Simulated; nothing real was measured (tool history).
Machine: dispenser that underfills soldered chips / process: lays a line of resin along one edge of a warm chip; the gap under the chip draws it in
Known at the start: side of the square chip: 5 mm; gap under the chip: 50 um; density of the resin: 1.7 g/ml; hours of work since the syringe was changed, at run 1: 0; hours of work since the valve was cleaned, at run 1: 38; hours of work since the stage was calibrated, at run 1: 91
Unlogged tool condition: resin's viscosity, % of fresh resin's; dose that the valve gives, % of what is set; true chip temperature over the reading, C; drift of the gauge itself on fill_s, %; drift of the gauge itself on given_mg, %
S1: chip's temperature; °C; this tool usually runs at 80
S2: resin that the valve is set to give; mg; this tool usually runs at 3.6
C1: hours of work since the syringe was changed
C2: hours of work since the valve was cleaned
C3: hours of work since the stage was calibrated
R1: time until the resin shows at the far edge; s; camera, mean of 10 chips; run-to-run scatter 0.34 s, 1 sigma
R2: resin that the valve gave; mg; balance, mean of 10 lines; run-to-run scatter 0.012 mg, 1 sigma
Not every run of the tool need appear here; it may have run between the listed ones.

run,hour,S1,S2,C1,C2,C3,R1,R2
1,0,80,3.6,0,38,91,16.9,3.54
2,6,80,3.6,4,42,95,22.9,3.53
# hour 8.6: new syringe of resin
3,11.3,80,3.6,2,45,98,19.4,3.52
# hour 17.6: new syringe of resin
4,18.2,80,3.6,0,49,102,16.6,3.53
5,23.8,80,3.6,4,53,106,21.8,3.5
# hour 26.5: new syringe of resin
6,29.4,80,3.6,2,56,109,20.7,3.49
# hour 35.6: new syringe of resin
7,36,80,3.6,0,60,113,16.8,3.46
8,43.6,86,3.6,5,65,118,18.5,3.5
# hour 44.8: new syringe of resin
9,49.5,86,3.6,3,69,122,15.2,3.47
# hour 54.1: new syringe of resin
10,57.5,86,3.6,2,74,127,14.2,3.46
# hour 63.5: new syringe of resin
11,64.6,82,3.6,1,78,131,15.9,3.45
12,71,80,3.6,5,83,136,24.6,3.46
# hour 72.5: new syringe of resin
# hour 75.7: dispensing valve cleaned and set on the balance
13,79.3,68,3.6,4,2,140,40.8,3.61
# hour 82.7: new syringe of resin
14,84.1,80,3.81,1,5,143,17.8,3.79
15,89.3,80,3.81,4,9,146,23.4,3.79
# hour 91.6: new syringe of resin
16,94.2,90,3.7,2,12,149,11.5,3.69
# hour 100.7: new syringe of resin
17,102,81,3.46,1,17,154,16.9,3.43
18,106.4,72,4.2,4,19,157,32.3,4.15
# hour 110.1: new syringe of resin
19,110.1,88,3.36,0,22,159,10.8,3.3
20,117.9,69,4.6,5,27,165,41.9,4.56
# hour 119.1: new syringe of resin
21,121.6,73,4.6,2,29,167,26.6,4.51
22,127.2,73,4.6,5,33,170,34.8,4.52
# hour 128.1: new syringe of resin
23,132.2,88,3.15,3,36,173,14,3.07
# hour 137.2: new syringe of resin
24,139.2,81,4.66,1,40,178,17.1,4.57
# hour 146.1: new syringe of resin
25,146.1,80,3.76,0,44,182,15.7,3.68
26,152.9,75,4.67,4,49,187,28.3,4.56
# hour 155: new syringe of resin
27,161.2,80,4,4,54,192,22,3.91
# hour 164.4: new syringe of resin
28,167.4,80,3.53,2,58,196,19.3,3.41
29,171.5,91,3.9,5,60,198,14.3,3.79

Some steps in R1 between neighbouring runs. How much of each would the tool show without its hidden state too (settings, what came in, random variation), and how much is left for the hidden state, with any gauge scatter that isn't in both results?
Run 13 -> 14: S1 68 -> 80, S2 3.6 -> 3.81, new syringe of resin. R1 -23 s: hidden state -8.4, all else -14.6.
Run 19 -> 20: S1 88 -> 69, S2 3.36 -> 4.6. R1 +31.1 s: hidden state +13.4, all else +17.7.
Run 20 -> 21: S1 69 -> 73, new syringe of resin. R1 -15.3 s: hidden state -10.4, all else -4.9.
